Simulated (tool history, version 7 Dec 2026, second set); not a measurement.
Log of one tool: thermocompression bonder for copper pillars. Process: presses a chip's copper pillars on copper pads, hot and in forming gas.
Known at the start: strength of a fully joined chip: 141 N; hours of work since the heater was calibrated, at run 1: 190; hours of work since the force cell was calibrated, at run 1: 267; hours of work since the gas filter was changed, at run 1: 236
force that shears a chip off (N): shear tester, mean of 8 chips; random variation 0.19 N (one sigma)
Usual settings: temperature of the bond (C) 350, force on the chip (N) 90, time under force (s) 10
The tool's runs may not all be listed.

run,hour,temperature of the bond (C),force on the chip (N),time under force (s),hours of work since the heater was calibrated,hours of work since the force cell was calibrated,hours of work since the gas filter was changed,force that shears a chip off (N)
1,0,350,90,10,190,267,236,58.1
2,13,350,90,10,198,275,245,57.9
3,21.8,350,90,10,203,281,250,57.5
4,36.8,350,90,10,213,290,259,57.8
5,47.5,350,90,19,220,297,266,72.3
6,57.2,350,90,19,226,303,272,71.9
7,72.2,350,90,22,235,312,282,75.4
8,88.6,350,90,22,245,323,292,75.8
9,103.8,350,90,10,255,332,301,56.9
10,118.5,321,90,10,264,341,311,42.9
11,132.3,321,90,10,273,350,319,43.2
12,148.9,321,90,10,283,360,330,42.6
13,163,321,90,10,292,369,339,42.9
14,177.4,321,90,10,301,378,348,42.6
15,187.9,321,90,10,308,385,354,42.5
# hour 197.6: gauge calibrated
16,205.1,350,90,10,318,396,365,57.4
17,213.6,350,94,10,324,401,370,59.9
# hour 217.9: forming gas filter changed
18,221.3,350,108,10,328,405,2,67.4
19,230.4,350,108,10,334,411,8,67.1
20,246.5,350,108,10,344,421,18,67.4
21,262.5,333,90,10,354,431,28,49.4
22,276.3,333,90,10,363,440,37,49.4
23,286.8,344,59,14,369,446,43,41.5
24,294.7,360,99,12,374,451,48,72.2
25,309.8,357,93,22,384,461,58,81.4
26,323.9,357,96,14,392,470,66,71.9
27,339.3,329,82,18,402,479,76,53.9
28,353.7,342,90,10,411,488,85,52.5
29,364.7,324,90,19,418,495,92,56.6
30,380.8,324,90,19,428,505,102,57.1
31,388,324,90,19,433,510,107,56.8
32,396.6,324,90,19,438,515,112,56.8
33,412,324,90,20,448,525,122,57.8
34,425.1,347,70,20,456,533,130,56.7
35,434.2,347,70,20,462,539,136,57
36,451.2,347,70,20,472,550,146,56.6
37,462.7,347,70,20,480,557,153,56.3
38,478.3,347,70,20,489,567,163,56.6
39,489.6,350,90,12,496,574,170,59.7

Forecast each of these 3 alternatives for the next run:
A,505.7,350,89,6,507,584,180,?
B,505.7,378,90,25,507,584,180,?
C,505.7,376,109,12,507,584,180,?

run,force that shears a chip off (N)
A,45.2
B,92.1
C,84
Without the tool's hidden state the same runs would have given:
run,force that shears a chip off (N)
A,46.9
B,95.6
C,87.2
